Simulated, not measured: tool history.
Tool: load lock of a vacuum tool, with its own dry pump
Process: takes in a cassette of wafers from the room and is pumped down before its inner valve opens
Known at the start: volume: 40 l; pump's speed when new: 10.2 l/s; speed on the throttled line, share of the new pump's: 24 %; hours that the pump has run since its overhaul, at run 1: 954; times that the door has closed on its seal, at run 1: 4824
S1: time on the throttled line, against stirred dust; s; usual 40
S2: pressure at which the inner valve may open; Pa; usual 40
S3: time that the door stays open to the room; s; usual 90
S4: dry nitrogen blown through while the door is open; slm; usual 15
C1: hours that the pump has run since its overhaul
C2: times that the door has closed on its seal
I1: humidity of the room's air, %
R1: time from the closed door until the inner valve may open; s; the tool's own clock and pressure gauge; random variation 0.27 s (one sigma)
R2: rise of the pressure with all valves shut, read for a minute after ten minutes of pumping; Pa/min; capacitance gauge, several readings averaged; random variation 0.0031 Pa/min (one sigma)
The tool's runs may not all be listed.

{"run": 1, "hour": 0.0, "S1": 40, "S2": 40, "S3": 90, "S4": 15, "C1": 954, "C2": 4824, "I1": 41.3, "R1": 60.9, "R2": 0.089}
{"run": 2, "hour": 65.6, "S1": 40, "S2": 40, "S3": 90, "S4": 19, "C1": 1020, "C2": 4916, "I1": 46.2, "R1": 60.8, "R2": 0.087}
{"run": 3, "hour": 171.8, "S1": 40, "S2": 40, "S3": 90, "S4": 6, "C1": 1126, "C2": 5065, "I1": 46.7, "R1": 61.5, "R2": 0.113}
{"run": 4, "hour": 281.0, "S1": 40, "S2": 40, "S3": 90, "S4": 6, "C1": 1235, "C2": 5218, "I1": 45.7, "R1": 60.9, "R2": 0.112}
{"run": 5, "hour": 368.9, "S1": 40, "S2": 40, "S3": 90, "S4": 6, "C1": 1323, "C2": 5341, "I1": 47.1, "R1": 60.7, "R2": 0.119}
{"run": 6, "hour": 473.0, "S1": 40, "S2": 40, "S3": 90, "S4": 6, "C1": 1427, "C2": 5487, "I1": 41.8, "R1": 60.7, "R2": 0.107}
{"run": 7, "hour": 554.2, "S1": 40, "S2": 40, "S3": 90, "S4": 12, "C1": 1508, "C2": 5601, "I1": 46.4, "R1": 60.7, "R2": 0.108}
{"run": 8, "hour": 649.6, "S1": 40, "S2": 40, "S3": 90, "S4": 12, "C1": 1604, "C2": 5735, "I1": 46, "R1": 61.4, "R2": 0.105}
{"run": 9, "hour": 710.1, "S1": 40, "S2": 40, "S3": 90, "S4": 12, "C1": 1664, "C2": 5819, "I1": 45, "R1": 60.5, "R2": 0.107}
{"run": 10, "hour": 766.1, "S1": 40, "S2": 40, "S3": 90, "S4": 15, "C1": 1720, "C2": 5898, "I1": 44.3, "R1": 61.5, "R2": 0.101}
{"run": 11, "hour": 830.2, "S1": 40, "S2": 40, "S3": 90, "S4": 15, "C1": 1784, "C2": 5988, "I1": 47.3, "R1": 60.9, "R2": 0.102}
{"run": 12, "hour": 920.8, "S1": 22, "S2": 30, "S3": 34, "S4": 14, "C1": 1875, "C2": 6115, "I1": 47.3, "R1": 48.7, "R2": 0.079}
{"run": 13, "hour": 997.6, "S1": 53, "S2": 40, "S3": 90, "S4": 23, "C1": 1952, "C2": 6222, "I1": 43.5, "R1": 70.5, "R2": 0.089}
{"run": 14, "hour": 1049.1, "S1": 33, "S2": 34, "S3": 39, "S4": 43, "C1": 2003, "C2": 6295, "I1": 48.1, "R1": 56.2, "R2": 0.066}
{"run": 15, "hour": 1148.5, "S1": 22, "S2": 40, "S3": 31, "S4": 15, "C1": 2102, "C2": 6434, "I1": 45, "R1": 47.4, "R2": 0.077}
{"run": 16, "hour": 1195.0, "S1": 22, "S2": 40, "S3": 31, "S4": 15, "C1": 2149, "C2": 6499, "I1": 44.8, "R1": 47.5, "R2": 0.078}
{"run": 17, "hour": 1280.5, "S1": 22, "S2": 40, "S3": 25, "S4": 15, "C1": 2234, "C2": 6619, "I1": 44.7, "R1": 47.1, "R2": 0.076}
{"run": 18, "hour": 1372.6, "S1": 25, "S2": 40, "S3": 25, "S4": 29, "C1": 2327, "C2": 6748, "I1": 40.6, "R1": 49.5, "R2": 0.06}
{"run": 19, "hour": 1467.7, "S1": 45, "S2": 40, "S3": 138, "S4": 38, "C1": 2422, "C2": 6881, "I1": 43, "R1": 65.2, "R2": 0.09}
{"run": 20, "hour": 1527.6, "S1": 45, "S2": 40, "S3": 138, "S4": 38, "C1": 2482, "C2": 6965, "I1": 43.8, "R1": 64.5, "R2": 0.097}
{"run": 21, "hour": 1627.7, "S1": 45, "S2": 40, "S3": 138, "S4": 38, "C1": 2582, "C2": 7106, "I1": 45.9, "R1": 65, "R2": 0.1}
{"run": 22, "hour": 1703.6, "S1": 30, "S2": 40, "S3": 42, "S4": 15, "C1": 2658, "C2": 7212, "I1": 44.8, "R1": 54.2, "R2": 0.085}

4 ways to go on from here, each from the tool as it stands after run 22. What would each give?
{"run": "A", "hour": 1771.1, "S1": 30, "S2": 72, "S3": 42, "S4": 15, "C1": 2725, "C2": 7307, "I1": 45.5, "R1": "?", "R2": "?"}
{"run": "B", "hour": 1771.1, "S1": 30, "S2": 37, "S3": 42, "S4": 15, "C1": 2725, "C2": 7307, "I1": 45.3, "R1": "?", "R2": "?"}
{"run": "C", "hour": 1771.1, "S1": 30, "S2": 40, "S3": 86, "S4": 37, "C1": 2725, "C2": 7307, "I1": 45.1, "R1": "?", "R2": "?"}
{"run": "D", "hour": 1771.1, "S1": 59, "S2": 44, "S3": 66, "S4": 15, "C1": 2725, "C2": 7307, "I1": 43.7, "R1": "?", "R2": "?"}

run=A R1=51.3 R2=0.084
run=B R1=53.9 R2=0.086
run=C R1=53.4 R2=0.084
run=D R1=74.7 R2=0.097
Without the tool's hidden state the same runs would have given:
run=A R1=51.3 R2=0.05
run=B R1=53.8 R2=0.052
run=C R1=53.4 R2=0.049
run=D R1=74.7 R2=0.063

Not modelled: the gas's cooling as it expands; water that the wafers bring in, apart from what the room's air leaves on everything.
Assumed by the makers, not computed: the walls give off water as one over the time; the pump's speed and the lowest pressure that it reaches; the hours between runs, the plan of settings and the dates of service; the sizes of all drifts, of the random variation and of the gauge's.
